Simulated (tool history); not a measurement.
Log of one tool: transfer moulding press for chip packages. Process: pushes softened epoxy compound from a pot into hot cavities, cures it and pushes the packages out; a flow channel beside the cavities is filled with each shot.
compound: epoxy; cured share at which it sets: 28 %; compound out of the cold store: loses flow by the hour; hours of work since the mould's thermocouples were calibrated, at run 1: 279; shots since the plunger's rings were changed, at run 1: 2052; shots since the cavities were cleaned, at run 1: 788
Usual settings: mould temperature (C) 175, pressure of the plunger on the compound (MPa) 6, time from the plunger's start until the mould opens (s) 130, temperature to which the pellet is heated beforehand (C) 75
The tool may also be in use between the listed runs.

run,hour,mould temperature (C),pressure of the plunger on the compound (MPa),time from the plunger's start until the mould opens (s),temperature to which the pellet is heated beforehand (C),hours of work since the mould's thermocouples were calibrated,shots since the plunger's rings were changed,shots since the cavities were cleaned,incoming compound's hours out of the cold store,length that the compound runs in the flow channel (mm),greatest force on the pins that push the packages out (N)
1,0,175,6,130,75,279,2052,788,13.6,973,1028
2,10.3,175,6,130,75,284,2130,866,37.3,838,977
3,22.7,175,6,130,75,291,2224,960,13.6,962,1102
4,29.5,175,6,130,75,294,2276,1012,43.7,803,1028
# hour 32.1: cavities cleaned with cleaning compound and waxed
5,41.8,175,6,130,75,300,2358,74,46.7,785,1086
6,52.8,175,6,130,75,305,2441,157,25.1,904,1169
7,65.3,175,6,130,75,312,2536,252,13.2,978,1250
8,76.7,179,6,130,75,318,2623,339,18.4,925,1041
9,82.8,175,6,112,75,321,2670,386,17.1,948,1539
10,95.7,175,6,112,75,328,2768,484,35.3,849,1444
# hour 103.8: cavities cleaned with cleaning compound and waxed, once more
11,104.2,175,6,112,75,332,2820,2,41.4,810,710
12,115.3,175,6,130,69,337,2905,87,13.5,968,649
13,122.9,175,6,130,69,341,2963,145,14.9,954,713
14,134,175,4.8,130,75,347,3047,229,46.6,692,727
15,140.7,175,5.08,115,75,351,3098,280,11.2,903,1025
16,149,175,5.08,115,75,355,3161,343,28.1,810,1008
17,155.3,170,6.14,159,65,358,3209,391,24.8,917,875
18,165,170,7.42,159,65,363,3283,465,43.9,904,825
19,178.1,170,7.42,159,65,370,3383,565,27,1007,937
20,185.3,170,7.42,159,65,374,3437,619,12,1104,993
21,191.1,172,7.44,130,71,377,3481,663,10.7,1096,1201
22,197.5,172,7.44,130,71,380,3530,712,22.1,1024,1216
23,205.6,171,7.44,130,82,385,3592,774,37.8,935,1204
24,214.8,176,4.78,135,81,389,3661,843,14.8,833,993
25,224.7,178,6,120,75,395,3737,919,42.4,783,1037
26,236.7,178,6,120,75,401,3828,1010,22.6,887,1079
# hour 238.9: cavities cleaned with cleaning compound and waxed
27,250.4,178,6,127,75,407,3920,87,40.2,796,598
28,257.5,178,6,127,75,411,3975,142,35.4,813,632

How the hidden state differs across the entries between the runs, from the last listed run before each to the first after it:
From run 4 to run 5: cavities cleaned with cleaning compound and waxed (hour 32.1)
  true mould temperature over the reading, C: -0.73 -> -0.75; pressure that reaches the compound, % of what is set: 93.46 -> 93.23; grip of the stained cavities, % over clean ones': 91.8 -> 108.8
  measured less the result without the state, length that the compound runs in the flow channel (mm): -26 -> -25; greatest force on the pins that push the packages out (N): +501 -> +579
From run 10 to run 11: cavities cleaned with cleaning compound and waxed, once more (hour 103.8)
  true mould temperature over the reading, C: -0.82 -> -0.83; pressure that reaches the compound, % of what is set: 92.18 -> 92.05; grip of the stained cavities, % over clean ones': 114.6 -> 1.9
  measured less the result without the state, length that the compound runs in the flow channel (mm): -32 -> -31; greatest force on the pins that push the packages out (N): +803 -> +44
From run 26 to run 27: cavities cleaned with cleaning compound and waxed (hour 238.9)
  true mould temperature over the reading, C: -1 -> -1.01; pressure that reaches the compound, % of what is set: 89.4 -> 89.16; grip of the stained cavities, % over clean ones': 95.4 -> 18.9
  measured less the result without the state, length that the compound runs in the flow channel (mm): -48 -> -44; greatest force on the pins that push the packages out (N): +542 -> +108

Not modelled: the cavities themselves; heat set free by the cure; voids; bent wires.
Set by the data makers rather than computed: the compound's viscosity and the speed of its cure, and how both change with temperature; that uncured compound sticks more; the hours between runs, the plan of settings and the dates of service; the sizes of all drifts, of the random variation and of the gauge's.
